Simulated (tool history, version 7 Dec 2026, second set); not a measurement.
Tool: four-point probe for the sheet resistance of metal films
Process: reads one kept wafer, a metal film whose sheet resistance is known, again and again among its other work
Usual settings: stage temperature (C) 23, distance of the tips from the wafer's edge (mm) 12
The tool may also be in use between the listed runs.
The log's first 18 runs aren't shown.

run    hour  stage temperature (C)  distance of the tips from the wafer's edge (mm)  sheet resistance as the instrument gives it (ohm/square)
 19    1600                     33                                               16                                                 19.239018
     1723.9  -- stage's thermometer calibrated, once more
 20  1723.9                     33                                               12                                                 19.206546
 21  1784.6                     19                                               22                                                 19.133468
 22    1839                     25                                               44                                                 19.146117
 23  1935.4                     18                                                7                                                 19.220155
 24  1989.8                     20                                                3                                                 19.588863
 25  2049.3                     26                                               37                                                 19.165159
 26  2181.6                     23                                                6                                                  19.27437
 27  2275.1                     33                                                6                                                 19.309178
 28  2369.3                     33                                               72                                                 19.195727
 29  2483.2                     23                                               71                                                 19.167048
 30  2608.8                     23                                               71                                                 19.167707
 31  2682.3                     23                                               44                                                 19.176391
 32  2750.5                     23                                               44                                                 19.176904
 33  2867.5                     23                                               44                                                  19.16931
 34  2998.5                     24                                               12                                                   19.2104
 35  3069.3                     25                                                6                                                 19.298508

3 ways to go on from here, each from the tool as it stands after run 35. What would each give?
  A  3189.1                     19                                                5                                                         ?
  B  3189.1                     23                                               28                                                         ?
  C  3189.1                     29                                                6                                                         ?

run  sheet resistance as the instrument gives it (ohm/square)
  A                                                 19.328333
  B                                                  19.18895
  C                                                 19.328486
Without the tool's hidden state the same runs would have given:
run  sheet resistance as the instrument gives it (ohm/square)
  A                                                 19.218615
  B                                                 19.080154
  C                                                 19.219222
